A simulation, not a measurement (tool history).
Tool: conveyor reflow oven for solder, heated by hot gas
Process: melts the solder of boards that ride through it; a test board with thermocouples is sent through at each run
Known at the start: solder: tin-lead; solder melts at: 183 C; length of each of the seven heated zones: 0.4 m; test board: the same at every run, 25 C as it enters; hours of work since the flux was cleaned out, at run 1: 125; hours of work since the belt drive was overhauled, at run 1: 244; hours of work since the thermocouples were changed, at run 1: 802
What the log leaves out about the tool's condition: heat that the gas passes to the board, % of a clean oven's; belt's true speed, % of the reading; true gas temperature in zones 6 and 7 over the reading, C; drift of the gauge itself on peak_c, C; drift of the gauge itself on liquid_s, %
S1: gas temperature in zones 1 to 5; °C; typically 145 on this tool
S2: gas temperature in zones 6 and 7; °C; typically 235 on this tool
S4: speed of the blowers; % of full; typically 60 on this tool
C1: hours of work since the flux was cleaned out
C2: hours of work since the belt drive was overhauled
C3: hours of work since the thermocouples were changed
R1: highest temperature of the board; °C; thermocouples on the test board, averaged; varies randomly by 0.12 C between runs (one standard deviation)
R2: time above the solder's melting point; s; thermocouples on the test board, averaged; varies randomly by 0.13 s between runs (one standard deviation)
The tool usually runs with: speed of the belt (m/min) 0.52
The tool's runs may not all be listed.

run 1 day=0 | S1=145 S2=235 speed_of_the_belt_(m/min)=0.52 S4=60 | C1=125 C2=244 C3=802 | R1=220.3 R2=74.7
-- day=2.679 flux residue cleaned out of gas plates and filters
run 2 day=3.162 | S1=145 S2=235 speed_of_the_belt_(m/min)=0.52 S4=60 | C1=7 C2=289 C3=847 | R1=221.2 R2=75.6
run 3 day=6.417 | S1=145 S2=235 speed_of_the_belt_(m/min)=0.52 S4=60 | C1=56 C2=338 C3=895 | R1=220.9 R2=75.6
run 4 day=8.962 | S1=145 S2=235 speed_of_the_belt_(m/min)=0.52 S4=60 | C1=95 C2=376 C3=934 | R1=220.8 R2=75.5
run 5 day=11.625 | S1=145 S2=235 speed_of_the_belt_(m/min)=0.52 S4=60 | C1=135 C2=416 C3=974 | R1=220.8 R2=75.3
-- day=13.567 flux residue cleaned out of gas plates and filters
run 6 day=14.312 | S1=145 S2=235 speed_of_the_belt_(m/min)=0.52 S4=60 | C1=11 C2=453 C3=1011 | R1=221.7 R2=76.1
run 7 day=16.746 | S1=145 S2=235 speed_of_the_belt_(m/min)=0.52 S4=60 | C1=48 C2=490 C3=1048 | R1=221.6 R2=76.3
run 8 day=18.875 | S1=145 S2=235 speed_of_the_belt_(m/min)=0.52 S4=60 | C1=80 C2=522 C3=1080 | R1=221.4 R2=76.3
run 9 day=21.929 | S1=145 S2=235 speed_of_the_belt_(m/min)=0.52 S4=60 | C1=126 C2=568 C3=1126 | R1=221.1 R2=76
-- day=22.475 thermocouples of zones 6 and 7 changed
-- day=24.479 flux residue cleaned out of gas plates and filters
run 10 day=25.504 | S1=145 S2=235 speed_of_the_belt_(m/min)=0.52 S4=60 | C1=15 C2=617 C3=42 | R1=219.3 R2=74.9
run 11 day=28.762 | S1=145 S2=235 speed_of_the_belt_(m/min)=0.52 S4=60 | C1=64 C2=666 C3=91 | R1=219.1 R2=74.4
run 12 day=31.275 | S1=139 S2=235 speed_of_the_belt_(m/min)=0.52 S4=60 | C1=102 C2=704 C3=129 | R1=217.9 R2=70.6
run 13 day=33.438 | S1=139 S2=235 speed_of_the_belt_(m/min)=0.52 S4=60 | C1=135 C2=737 C3=162 | R1=217.8 R2=70.4
-- day=35.408 flux residue cleaned out of gas plates and filters
run 14 day=36.375 | S1=145 S2=235 speed_of_the_belt_(m/min)=0.52 S4=60 | C1=15 C2=778 C3=203 | R1=219.9 R2=74.9
run 15 day=39.317 | S1=145 S2=235 speed_of_the_belt_(m/min)=0.52 S4=60 | C1=59 C2=822 C3=247 | R1=219.7 R2=74.8
run 16 day=41.692 | S1=143 S2=247 speed_of_the_belt_(m/min)=0.52 S4=55 | C1=95 C2=858 C3=283 | R1=228.9 R2=81.2
run 17 day=44.962 | S1=141 S2=242 speed_of_the_belt_(m/min)=0.462 S4=90 | C1=144 C2=907 C3=332 | R1=232.6 R2=93.9
-- day=46.354 flux residue cleaned out of gas plates and filters
run 18 day=48.204 | S1=141 S2=242 speed_of_the_belt_(m/min)=0.524 S4=90 | C1=28 C2=953 C3=378 | R1=230.2 R2=81.1
run 19 day=50.033 | S1=160 S2=247 speed_of_the_belt_(m/min)=0.542 S4=60 | C1=55 C2=980 C3=405 | R1=232.2 R2=88.5
run 20 day=53.321 | S1=145 S2=235 speed_of_the_belt_(m/min)=0.533 S4=60 | C1=105 C2=1030 C3=455 | R1=219.4 R2=72.7
run 21 day=55.058 | S1=145 S2=235 speed_of_the_belt_(m/min)=0.471 S4=51 | C1=131 C2=1056 C3=481 | R1=221.3 R2=84.8
-- day=57.238 flux residue cleaned out of gas plates and filters
run 22 day=58.171 | S1=145 S2=235 speed_of_the_belt_(m/min)=0.471 S4=51 | C1=14 C2=1099 C3=525 | R1=222.1 R2=85.9
run 23 day=59.796 | S1=134 S2=244 speed_of_the_belt_(m/min)=0.486 S4=53 | C1=38 C2=1124 C3=549 | R1=227.6 R2=82.5
run 24 day=62.429 | S1=145 S2=249 speed_of_the_belt_(m/min)=0.52 S4=60 | C1=78 C2=1164 C3=589 | R1=233 R2=85.3
run 25 day=64.358 | S1=145 S2=235 speed_of_the_belt_(m/min)=0.571 S4=68 | C1=107 C2=1193 C3=618 | R1=219.1 R2=67.8
run 26 day=67.562 | S1=142 S2=226 speed_of_the_belt_(m/min)=0.563 S4=55 | C1=155 C2=1241 C3=666 | R1=208.5 R2=56.1
-- day=68.246 flux residue cleaned out of gas plates and filters
run 27 day=70.175 | S1=158 S2=235 speed_of_the_belt_(m/min)=0.52 S4=60 | C1=29 C2=1277 C3=702 | R1=223.6 R2=85.8
run 28 day=72.975 | S1=145 S2=235 speed_of_the_belt_(m/min)=0.606 S4=60 | C1=71 C2=1319 C3=744 | R1=215.7 R2=60.7
run 29 day=74.808 | S1=145 S2=240 speed_of_the_belt_(m/min)=0.606 S4=51 | C1=99 C2=1347 C3=772 | R1=217.4 R2=61.4

Pick out some run-to-run changes in R1. Of each, how much would a tool without hidden state show as well, from the settings, what came in and chance, and how much is left for the hidden state and any gauge scatter not in both results compared?
Run 1 -> 2: flux residue cleaned out of gas plates and filters. R1 +0.9 °C: hidden state +1, all else -0.1.
Run 9 -> 10: thermocouples of zones 6 and 7 changed, flux residue cleaned out of gas plates and filters. R1 -1.8 °C: hidden state -1.8, all else +0.
Run 24 -> 25: S2 249 -> 235, speed of the belt (m/min) 0.52 -> 0.571, S4 60 -> 68. R1 -13.9 °C: hidden state -0.2, all else -13.7.
Run 26 -> 27: S1 142 -> 158, S2 226 -> 235, speed of the belt (m/min) 0.563 -> 0.52, S4 55 -> 60, flux residue cleaned out of gas plates and filters. R1 +15.1 °C: hidden state +0.8, all else +14.3.
